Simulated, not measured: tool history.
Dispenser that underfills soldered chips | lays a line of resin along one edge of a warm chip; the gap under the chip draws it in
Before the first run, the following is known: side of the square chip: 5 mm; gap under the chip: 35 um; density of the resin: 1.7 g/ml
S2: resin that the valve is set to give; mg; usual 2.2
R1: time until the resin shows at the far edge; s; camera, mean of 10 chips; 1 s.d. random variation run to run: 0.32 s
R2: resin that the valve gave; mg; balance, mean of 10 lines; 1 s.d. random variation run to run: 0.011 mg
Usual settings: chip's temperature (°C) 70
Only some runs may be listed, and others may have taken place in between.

Run 1, hour 0: usual settings. Result: R1 14.5 s, R2 2.13 mg.
At hour 10.4: new syringe of resin.
Run 2, hour 11.5: usual settings. Result: R1 12.5 s, R2 2.14 mg.
Run 3, hour 20.2: usual settings. Result: R1 19.2 s, R2 2.12 mg.
At hour 23.5: new syringe of resin.
Run 4, hour 29.9: usual settings. Result: R1 16 s, R2 2.11 mg.
At hour 32.4: dispensing valve cleaned and set on the balance.
At hour 38.4: new syringe of resin.
Run 5, hour 47.4: usual settings but S2 2.3 mg. Result: R1 18.5 s, R2 2.27 mg.
At hour 51.4: new syringe of resin.
Run 6, hour 60.5: usual settings but S2 2.3 mg. Result: R1 19.4 s, R2 2.24 mg.
At hour 64.8: new syringe of resin.
Run 7, hour 71.2: usual settings but S2 2.61 mg. Result: R1 15.8 s, R2 2.54 mg.
At hour 77.9: new syringe of resin.
Run 8, hour 84.1: usual settings but S2 2.61 mg. Result: R1 15.5 s, R2 2.55 mg.
At hour 91.8: new syringe of resin.
Run 9, hour 93.3: usual settings but S2 2.61 mg. Result: R1 12.2 s, R2 2.49 mg.
At hour 105.9: new syringe of resin.
At hour 108.3: dispensing valve cleaned and set on the balance.
Run 10, hour 111.3: usual settings but S2 2.61 mg. Result: R1 14.7 s, R2 2.59 mg.
At hour 121.4: new syringe of resin.
Run 11, hour 122.9: usual settings. Result: R1 13.3 s, R2 2.18 mg.
At hour 135.4: new syringe of resin.
Run 12, hour 137.6: usual settings but chip's temperature (°C) 60. Result: R1 19.9 s, R2 2.16 mg.
At hour 148.8: new syringe of resin.
Run 13, hour 148.8: usual settings but chip's temperature (°C) 60. Result: R1 17.3 s, R2 2.15 mg.
Run 14, hour 160.1: usual settings but chip's temperature (°C) 60. Result: R1 32 s, R2 2.15 mg.
At hour 162.6: new syringe of resin.
Run 15, hour 169: usual settings. Result: R1 16.2 s, R2 2.14 mg.
At hour 176: new syringe of resin.
Run 16, hour 179.7: usual settings. Result: R1 14.8 s, R2 2.11 mg.
At hour 183.6: dispensing valve cleaned and set on the balance.
Run 17, hour 189.7: usual settings. Result: R1 23.2 s, R2 2.18 mg.
At hour 191.3: new syringe of resin.
Run 18, hour 203: usual settings. Result: R1 20.9 s, R2 2.19 mg.
At hour 204.4: new syringe of resin.
Run 19, hour 216: usual settings but S2 2.65 mg. Result: R1 21.3 s, R2 2.59 mg.
At hour 217.6: new syringe of resin.
Run 20, hour 225.7: usual settings but chip's temperature (°C) 59, S2 1.98 mg. Result: R1 28.4 s, R2 1.93 mg.
At hour 230.9: new syringe of resin.
Run 21, hour 239.9: usual settings but chip's temperature (°C) 75, S2 2.12 mg. Result: R1 16 s, R2 2.05 mg.
At hour 245.4: new syringe of resin.
Run 22, hour 256.5: usual settings but chip's temperature (°C) 65, S2 2.38 mg. Result: R1 25.5 s, R2 2.28 mg.
At hour 258.3: dispensing valve cleaned and set on the balance.
At hour 260.2: new syringe of resin.
Run 23, hour 268.3: usual settings but chip's temperature (°C) 81, S2 2.41 mg. Result: R1 11.5 s, R2 2.42 mg.
At hour 273.9: new syringe of resin.
Run 24, hour 282.8: usual settings but chip's temperature (°C) 81, S2 2.41 mg. Result: R1 12.4 s, R2 2.38 mg.
At hour 288.3: new syringe of resin.
Run 25, hour 299: usual settings but chip's temperature (°C) 73, S2 2.46 mg. Result: R1 17.6 s, R2 2.4 mg.
At hour 302.3: new syringe of resin.
Run 26, hour 309.1: usual settings but chip's temperature (°C) 73, S2 2.46 mg. Result: R1 14.5 s, R2 2.39 mg.
At hour 316.1: new syringe of resin.
Run 27, hour 321.8: usual settings but chip's temperature (°C) 74, S2 2.32 mg. Result: R1 13.3 s, R2 2.22 mg.
At hour 329.9: new syringe of resin.
At hour 333.6: dispensing valve cleaned and set on the balance.
Run 28, hour 338.1: usual settings but chip's temperature (°C) 74, S2 2.64 mg. Result: R1 13.9 s, R2 2.63 mg.
At hour 344.3: new syringe of resin.
Run 29, hour 350.1: usual settings but chip's temperature (°C) 74, S2 2.64 mg. Result: R1 13.4 s, R2 2.61 mg.
At hour 357.5: new syringe of resin.
At hour 362.9: stage's temperature calibrated.
Run 30, hour 368: usual settings but chip's temperature (°C) 74, S2 2.64 mg. Result: R1 15.6 s, R2 2.58 mg.
At hour 371.7: new syringe of resin.
Run 31, hour 383.4: usual settings but chip's temperature (°C) 73, S2 1.94 mg. Result: R1 18.8 s, R2 1.88 mg.
At hour 385.3: new syringe of resin.
Run 32, hour 396.7: usual settings but chip's temperature (°C) 69, S2 2.82 mg. Result: R1 20.8 s, R2 2.73 mg.
At hour 398.8: new syringe of resin.
At hour 409.5: dispensing valve cleaned and set on the balance.
At hour 413.6: new syringe of resin.
Run 33, hour 415: usual settings but chip's temperature (°C) 69, S2 2.82 mg. Result: R1 11.4 s, R2 2.81 mg.
At hour 426.7: new syringe of resin.
Run 34, hour 428.9: usual settings but chip's temperature (°C) 57, S2 2.39 mg. Result: R1 21.1 s, R2 2.36 mg.
At hour 440.3: new syringe of resin.
Run 35, hour 445.3: usual settings but chip's temperature (°C) 57, S2 2.39 mg. Result: R1 25.1 s, R2 2.35 mg.

Forecast each of these 3 alternatives for the next run:
At hour 453.7: new syringe of resin.
Run A, hour 457: usual settings but chip's temperature (°C) 74, S2 2.68 mg. Result: R1 ?, R2 ?.
At hour 453.7: new syringe of resin.
Run B, hour 457: usual settings but chip's temperature (°C) 64, S2 2.35 mg. Result: R1 ?, R2 ?.
At hour 453.7: new syringe of resin.
Run C, hour 457: usual settings but chip's temperature (°C) 57, S2 2.07 mg. Result: R1 ?, R2 ?.

run    R1    R2
  A  11.5  2.63
  B  17.2   2.3
  C  22.7  2.02
Stripped of hidden state, with their random variation kept, the same runs would have yielded:
run    R1    R2
  A   9.9  2.69
  B  14.8  2.36
  C  19.4  2.07
